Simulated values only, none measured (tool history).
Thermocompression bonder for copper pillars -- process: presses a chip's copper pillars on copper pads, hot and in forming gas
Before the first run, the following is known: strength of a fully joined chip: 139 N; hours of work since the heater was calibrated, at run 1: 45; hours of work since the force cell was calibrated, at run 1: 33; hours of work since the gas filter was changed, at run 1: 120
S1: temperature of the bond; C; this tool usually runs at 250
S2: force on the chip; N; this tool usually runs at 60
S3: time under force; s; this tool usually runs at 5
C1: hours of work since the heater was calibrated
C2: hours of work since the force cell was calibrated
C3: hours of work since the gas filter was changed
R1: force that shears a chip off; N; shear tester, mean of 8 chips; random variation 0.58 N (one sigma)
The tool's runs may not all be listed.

run	hour	S1	S2	S3	C1	C2	C3	R1
1	0	250	60	5	45	33	120	77.7
2	7.3	250	60	5	51	38	125	78.2
3	14.5	250	60	6	56	43	130	82.2
4	20.8	250	60	3	60	48	134	65.9
5	31.3	250	60	13	68	55	142	100.2
6	39.9	250	60	13	74	62	148	99.1
7	50.3	250	60	5	81	69	155	76.3
8	55.6	250	60	5	85	73	159	76.2
9	67.2	272	60	5	93	81	167	93.6
10	79.1	272	56	5	102	90	176	89.9
11	89	250	60	4	109	97	183	71.4
12	100.8	276	60	4	117	105	191	89.4
13	108.8	223	60	5	123	111	197	55.5
14	115	223	60	5	127	115	202	55.7
15	124.2	250	60	5	134	122	208	75.9
16	136.8	250	60	5	143	131	217	75.1
17	143.7	250	60	5	148	136	222	74
18	151	234	60	5	153	141	227	62.1
19	162.2	234	60	5	161	149	235	61.8
# hour 172.6: forming gas filter changed
20	172.9	261	60	5	168	156	0	92.7
21	183.6	221	82	5	176	164	8	69.7
22	195.5	230	60	3	184	172	16	55.4
23	204.7	279	81	12	191	179	23	128.8
24	212.2	250	60	13	196	184	28	106.3
25	223.1	255	62	9	204	192	36	103.1
26	234.2	255	62	9	212	200	44	101.4
27	245.2	259	75	9	220	208	52	109.4
28	256.6	273	49	5	228	216	60	92.3
29	263.3	273	49	5	233	220	65	91.8
30	276	230	42	9	242	230	74	65.7
31	287.5	230	51	3	250	238	82	49
32	297.6	242	49	3	257	245	89	56.2
33	310.2	249	60	5	266	254	98	79.8
34	318.6	255	60	3	272	260	104	71.3
35	329.2	267	43	4	280	267	112	76
36	340.7	250	60	7	288	276	120	87.8
37	349.4	232	60	5	294	282	126	64.6
38	359.2	232	60	5	301	289	133	64.7
39	366.5	232	60	5	306	294	138	63.8

Consider 4 possible next runs. They are alternatives, not a sequence: every one starts from the tool as it was left by run 39. What does each give?
A	375.8	243	60	5	313	301	145	?
B	375.8	256	44	6	313	301	145	?
C	375.8	232	60	12	313	301	145	?
D	375.8	244	60	5	313	301	145	?

run	R1
A	73.5
B	77.6
C	85.5
D	74.6
With no hidden state in the tool, these same runs would have given:
run	R1
A	77.5
B	82
C	90.3
D	78.6
